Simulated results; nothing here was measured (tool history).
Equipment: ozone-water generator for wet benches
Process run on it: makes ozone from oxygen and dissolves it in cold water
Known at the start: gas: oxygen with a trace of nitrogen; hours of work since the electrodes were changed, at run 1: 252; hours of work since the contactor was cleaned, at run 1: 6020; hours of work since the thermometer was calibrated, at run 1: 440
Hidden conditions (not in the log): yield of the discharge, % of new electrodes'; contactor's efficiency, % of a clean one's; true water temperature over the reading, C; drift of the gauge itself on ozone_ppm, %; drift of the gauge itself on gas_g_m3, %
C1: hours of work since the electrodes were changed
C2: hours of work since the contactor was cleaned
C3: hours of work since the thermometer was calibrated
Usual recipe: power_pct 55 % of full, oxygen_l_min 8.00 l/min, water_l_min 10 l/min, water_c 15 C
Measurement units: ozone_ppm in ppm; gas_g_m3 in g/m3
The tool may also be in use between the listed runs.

{"run": 1, "hour": 0.0, "power_pct": 55, "oxygen_l_min": 8.0, "water_l_min": 10, "water_c": 15, "C1": 252, "C2": 6020, "C3": 440, "ozone_ppm": 36.7, "gas_g_m3": 195.0}
{"run": 2, "hour": 28.7, "power_pct": 55, "oxygen_l_min": 8.0, "water_l_min": 10, "water_c": 15, "C1": 280, "C2": 6048, "C3": 468, "ozone_ppm": 37.1, "gas_g_m3": 194.6}
{"run": 3, "hour": 48.8, "power_pct": 55, "oxygen_l_min": 8.0, "water_l_min": 10, "water_c": 15, "C1": 300, "C2": 6068, "C3": 488, "ozone_ppm": 36.5, "gas_g_m3": 195.3}
{"run": 4, "hour": 90.8, "power_pct": 55, "oxygen_l_min": 5.32, "water_l_min": 10, "water_c": 15, "C1": 341, "C2": 6109, "C3": 529, "ozone_ppm": 41.9, "gas_g_m3": 253.1}
{"run": 5, "hour": 120.6, "power_pct": 55, "oxygen_l_min": 8.0, "water_l_min": 10, "water_c": 15, "C1": 371, "C2": 6138, "C3": 558, "ozone_ppm": 36.9, "gas_g_m3": 197.0}
{"run": 6, "hour": 159.9, "power_pct": 55, "oxygen_l_min": 8.02, "water_l_min": 10, "water_c": 15, "C1": 409, "C2": 6176, "C3": 596, "ozone_ppm": 36.9, "gas_g_m3": 194.5}
{"run": 7, "hour": 199.5, "power_pct": 55, "oxygen_l_min": 8.02, "water_l_min": 10, "water_c": 15, "C1": 448, "C2": 6215, "C3": 635, "ozone_ppm": 36.5, "gas_g_m3": 192.3}
{"run": 8, "hour": 243.8, "power_pct": 55, "oxygen_l_min": 8.02, "water_l_min": 10, "water_c": 15, "C1": 491, "C2": 6259, "C3": 679, "ozone_ppm": 35.9, "gas_g_m3": 192.9}
{"run": 9, "hour": 264.6, "power_pct": 55, "oxygen_l_min": 6.44, "water_l_min": 10, "water_c": 15, "C1": 512, "C2": 6279, "C3": 699, "ozone_ppm": 39.2, "gas_g_m3": 223.5}
{"hour": 292.7, "done": "contactor cleaned"}
{"run": 10, "hour": 301.2, "power_pct": 55, "oxygen_l_min": 6.44, "water_l_min": 10, "water_c": 15, "C1": 544, "C2": 8, "C3": 731, "ozone_ppm": 41.9, "gas_g_m3": 225.9}
{"run": 11, "hour": 340.7, "power_pct": 55, "oxygen_l_min": 8.95, "water_l_min": 10, "water_c": 15, "C1": 582, "C2": 47, "C3": 770, "ozone_ppm": 37.9, "gas_g_m3": 178.6}
{"run": 12, "hour": 373.7, "power_pct": 55, "oxygen_l_min": 8.95, "water_l_min": 10, "water_c": 15, "C1": 615, "C2": 79, "C3": 802, "ozone_ppm": 37.5, "gas_g_m3": 178.4}
{"run": 13, "hour": 395.3, "power_pct": 55, "oxygen_l_min": 8.95, "water_l_min": 10, "water_c": 15, "C1": 636, "C2": 101, "C3": 823, "ozone_ppm": 37.6, "gas_g_m3": 179.9}
{"run": 14, "hour": 424.8, "power_pct": 55, "oxygen_l_min": 8.95, "water_l_min": 10, "water_c": 15, "C1": 665, "C2": 130, "C3": 852, "ozone_ppm": 37.3, "gas_g_m3": 179.2}
{"run": 15, "hour": 445.6, "power_pct": 55, "oxygen_l_min": 8.95, "water_l_min": 10, "water_c": 15, "C1": 685, "C2": 150, "C3": 873, "ozone_ppm": 37.2, "gas_g_m3": 181.4}
{"run": 16, "hour": 483.3, "power_pct": 55, "oxygen_l_min": 8.95, "water_l_min": 10, "water_c": 15, "C1": 722, "C2": 187, "C3": 910, "ozone_ppm": 37.1, "gas_g_m3": 178.2}
{"run": 17, "hour": 510.4, "power_pct": 55, "oxygen_l_min": 8.95, "water_l_min": 10, "water_c": 15, "C1": 749, "C2": 214, "C3": 936, "ozone_ppm": 37.4, "gas_g_m3": 179.1}
{"run": 18, "hour": 556.3, "power_pct": 55, "oxygen_l_min": 8.95, "water_l_min": 10, "water_c": 15, "C1": 794, "C2": 259, "C3": 981, "ozone_ppm": 37.3, "gas_g_m3": 177.4}
{"run": 19, "hour": 591.8, "power_pct": 42, "oxygen_l_min": 8.0, "water_l_min": 13, "water_c": 13, "C1": 829, "C2": 293, "C3": 1016, "ozone_ppm": 27.9, "gas_g_m3": 152.0}
{"run": 20, "hour": 620.6, "power_pct": 55, "oxygen_l_min": 5.81, "water_l_min": 10, "water_c": 11, "C1": 857, "C2": 322, "C3": 1044, "ozone_ppm": 46.7, "gas_g_m3": 240.3}
{"run": 21, "hour": 668.3, "power_pct": 44, "oxygen_l_min": 5.04, "water_l_min": 10, "water_c": 21, "C1": 904, "C2": 368, "C3": 1091, "ozone_ppm": 32.7, "gas_g_m3": 217.5}
{"run": 22, "hour": 709.5, "power_pct": 70, "oxygen_l_min": 8.0, "water_l_min": 15, "water_c": 12, "C1": 944, "C2": 409, "C3": 1131, "ozone_ppm": 40.3, "gas_g_m3": 240.6}
{"run": 23, "hour": 746.4, "power_pct": 49, "oxygen_l_min": 14.07, "water_l_min": 10, "water_c": 18, "C1": 980, "C2": 445, "C3": 1168, "ozone_ppm": 26.2, "gas_g_m3": 121.4}
{"run": 24, "hour": 781.3, "power_pct": 55, "oxygen_l_min": 8.25, "water_l_min": 7, "water_c": 18, "C1": 1014, "C2": 479, "C3": 1202, "ozone_ppm": 41.7, "gas_g_m3": 188.8}
{"run": 25, "hour": 821.9, "power_pct": 55, "oxygen_l_min": 8.25, "water_l_min": 7, "water_c": 18, "C1": 1054, "C2": 519, "C3": 1242, "ozone_ppm": 41.4, "gas_g_m3": 188.4}
{"run": 26, "hour": 870.4, "power_pct": 55, "oxygen_l_min": 8.25, "water_l_min": 7, "water_c": 18, "C1": 1102, "C2": 567, "C3": 1289, "ozone_ppm": 41.6, "gas_g_m3": 188.1}
{"run": 27, "hour": 908.7, "power_pct": 55, "oxygen_l_min": 7.25, "water_l_min": 10, "water_c": 15, "C1": 1139, "C2": 604, "C3": 1327, "ozone_ppm": 39.9, "gas_g_m3": 205.8}
{"run": 28, "hour": 955.5, "power_pct": 50, "oxygen_l_min": 4.71, "water_l_min": 10, "water_c": 15, "C1": 1185, "C2": 650, "C3": 1373, "ozone_ppm": 41.9, "gas_g_m3": 248.5}
{"run": 29, "hour": 985.2, "power_pct": 55, "oxygen_l_min": 8.0, "water_l_min": 10, "water_c": 8, "C1": 1214, "C2": 679, "C3": 1402, "ozone_ppm": 45.4, "gas_g_m3": 191.4}

For run 30, what comes out?
{"run": 30, "hour": 1026.3, "power_pct": 51, "oxygen_l_min": 8.0, "water_l_min": 13, "water_c": 15, "C1": 1255, "C2": 719, "C3": 1442, "ozone_ppm": "?", "gas_g_m3": "?"}

{"run 30": {"ozone_ppm": 30.9, "gas_g_m3": 181.0}}
Had the tool carried no hidden state, the very same run would have given ozone_ppm 31.6 ppm, gas_g_m3 182.3 g/m3.
